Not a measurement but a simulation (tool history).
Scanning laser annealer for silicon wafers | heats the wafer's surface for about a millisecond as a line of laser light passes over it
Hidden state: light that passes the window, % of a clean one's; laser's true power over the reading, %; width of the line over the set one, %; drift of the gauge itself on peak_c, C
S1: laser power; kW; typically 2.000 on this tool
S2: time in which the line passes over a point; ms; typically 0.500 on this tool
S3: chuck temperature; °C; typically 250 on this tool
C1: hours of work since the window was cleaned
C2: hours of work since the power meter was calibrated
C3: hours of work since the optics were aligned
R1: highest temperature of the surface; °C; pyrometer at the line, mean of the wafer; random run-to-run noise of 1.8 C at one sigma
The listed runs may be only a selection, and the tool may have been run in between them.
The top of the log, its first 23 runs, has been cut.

{"run": 24, "hour": 303.0, "S1": 2.0, "S2": 0.47, "S3": 250, "C1": 34, "C2": 261, "C3": 953, "R1": 973}
{"run": 25, "hour": 321.0, "S1": 2.145, "S2": 0.5, "S3": 232, "C1": 42, "C2": 269, "C3": 960, "R1": 1046}
{"run": 26, "hour": 328.5, "S1": 2.124, "S2": 0.5, "S3": 235, "C1": 45, "C2": 272, "C3": 963, "R1": 1040}
{"run": 27, "hour": 346.1, "S1": 1.788, "S2": 0.385, "S3": 252, "C1": 52, "C2": 279, "C3": 971, "R1": 819}
{"run": 28, "hour": 354.3, "S1": 1.983, "S2": 0.47, "S3": 271, "C1": 56, "C2": 283, "C3": 974, "R1": 985}
{"run": 29, "hour": 372.4, "S1": 2.11, "S2": 0.5, "S3": 248, "C1": 63, "C2": 290, "C3": 981, "R1": 1044}
{"run": 30, "hour": 388.9, "S1": 2.11, "S2": 0.5, "S3": 248, "C1": 70, "C2": 297, "C3": 988, "R1": 1041}
{"run": 31, "hour": 401.7, "S1": 2.066, "S2": 0.362, "S3": 250, "C1": 75, "C2": 302, "C3": 993, "R1": 898}
{"run": 32, "hour": 416.9, "S1": 2.066, "S2": 0.362, "S3": 250, "C1": 81, "C2": 309, "C3": 1000, "R1": 897}
{"run": 33, "hour": 433.1, "S1": 2.0, "S2": 0.427, "S3": 223, "C1": 88, "C2": 315, "C3": 1006, "R1": 903}
{"run": 34, "hour": 448.6, "S1": 2.076, "S2": 0.359, "S3": 286, "C1": 95, "C2": 322, "C3": 1013, "R1": 933}

Run 35 has not been measured yet. What should we expect?
{"run": 35, "hour": 464.2, "S1": 1.753, "S2": 0.5, "S3": 236, "C1": 101, "C2": 328, "C3": 1019, "R1": "?"}

{"run 35": {"R1": 870}}
With the hidden condition absent and the run-to-run variation left alone, this run would have shown R1 886 °C.

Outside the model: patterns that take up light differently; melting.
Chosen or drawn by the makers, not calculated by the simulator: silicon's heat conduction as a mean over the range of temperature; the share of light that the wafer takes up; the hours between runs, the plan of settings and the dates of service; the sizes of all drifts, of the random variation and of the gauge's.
